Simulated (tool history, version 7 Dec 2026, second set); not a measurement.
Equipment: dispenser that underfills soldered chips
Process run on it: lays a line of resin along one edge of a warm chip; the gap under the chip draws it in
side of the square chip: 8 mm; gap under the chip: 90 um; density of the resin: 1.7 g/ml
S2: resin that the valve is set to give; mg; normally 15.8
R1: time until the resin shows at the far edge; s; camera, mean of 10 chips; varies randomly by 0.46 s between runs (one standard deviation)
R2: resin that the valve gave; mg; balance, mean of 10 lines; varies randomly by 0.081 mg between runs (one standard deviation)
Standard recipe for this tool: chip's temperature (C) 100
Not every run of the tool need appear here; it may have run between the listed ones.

{"run": 1, "hour": 0.0, "chip's temperature (C)": 100, "S2": 15.8, "R1": 45.3, "R2": 14.23}
{"run": 2, "hour": 2.8, "chip's temperature (C)": 100, "S2": 15.8, "R1": 51.3, "R2": 14.2}
{"run": 3, "hour": 9.5, "chip's temperature (C)": 100, "S2": 15.8, "R1": 37.6, "R2": 14.16}
{"run": 4, "hour": 12.9, "chip's temperature (C)": 100, "S2": 15.8, "R1": 44.6, "R2": 14.18}
{"run": 5, "hour": 18.4, "chip's temperature (C)": 100, "S2": 15.2, "R1": 56.2, "R2": 13.51}
{"run": 6, "hour": 23.3, "chip's temperature (C)": 111, "S2": 15.2, "R1": 29.1, "R2": 13.57}
{"run": 7, "hour": 29.7, "chip's temperature (C)": 100, "S2": 19.4, "R1": 50.2, "R2": 16.99}
{"run": 8, "hour": 36.6, "chip's temperature (C)": 109, "S2": 16.5, "R1": 28.8, "R2": 16.48}
{"run": 9, "hour": 40.4, "chip's temperature (C)": 109, "S2": 16.5, "R1": 34.7, "R2": 16.52}
{"run": 10, "hour": 44.5, "chip's temperature (C)": 110, "S2": 19.1, "R1": 41.3, "R2": 18.92}
{"run": 11, "hour": 49.3, "chip's temperature (C)": 89, "S2": 16.4, "R1": 49.2, "R2": 16.29}
{"run": 12, "hour": 53.6, "chip's temperature (C)": 86, "S2": 16.0, "R1": 66.6, "R2": 15.78}
{"run": 13, "hour": 59.9, "chip's temperature (C)": 85, "S2": 18.3, "R1": 90.0, "R2": 17.82}
{"run": 14, "hour": 63.9, "chip's temperature (C)": 96, "S2": 16.0, "R1": 41.9, "R2": 15.67}

Not shown here: 6 entries made in the log between runs. Locate each between two listed runs and compare the hidden state at the listed run before it with the hidden state at the listed run after it:
Logged between run 2 and run 3: new syringe of resin (hour 8.0)
  resin's viscosity, % of fresh resin's: 144.7 -> 105.8; dose that the valve gives, % of what is set: 89.83 -> 89.41; true chip temperature over the reading, C: -0.18 -> -0.19
  measured result minus the result with no hidden state, R1: +16.6 -> +2.9 s; R2: -1.62 -> -1.68 mg
Logged between run 5 and run 6: new syringe of resin (hour 21.3)
  resin's viscosity, % of fresh resin's: 159.7 -> 109.5; dose that the valve gives, % of what is set: 88.78 -> 88.5; true chip temperature over the reading, C: -0.21 -> -0.22
  measured result minus the result with no hidden state, R1: +21.9 -> +3.2 s; R2: -1.70 -> -1.76 mg
Logged between run 7 and run 8: dispensing valve cleaned and set on the balance (hour 32.2); new syringe of resin (hour 35.4)
  resin's viscosity, % of fresh resin's: 147 -> 105.8; dose that the valve gives, % of what is set: 88.04 -> 99.86; true chip temperature over the reading, C: -0.23 -> -0.24
  measured result minus the result with no hidden state, R1: +16.6 -> +1.8 s; R2: -2.32 -> -0.02 mg
Logged between run 10 and run 11: new syringe of resin (hour 48.4)
  resin's viscosity, % of fresh resin's: 152.6 -> 104.2; dose that the valve gives, % of what is set: 99.34 -> 99.04; true chip temperature over the reading, C: -0.26 -> -0.27
  measured result minus the result with no hidden state, R1: +14.2 -> +2.4 s; R2: -0.13 -> -0.16 mg
Logged between run 13 and run 14: new syringe of resin (hour 61.6)
  resin's viscosity, % of fresh resin's: 170.1 -> 109.3; dose that the valve gives, % of what is set: 98.29 -> 98.06
  measured result minus the result with no hidden state, R1: +37.5 -> +4.0 s; R2: -0.31 -> -0.31 mg
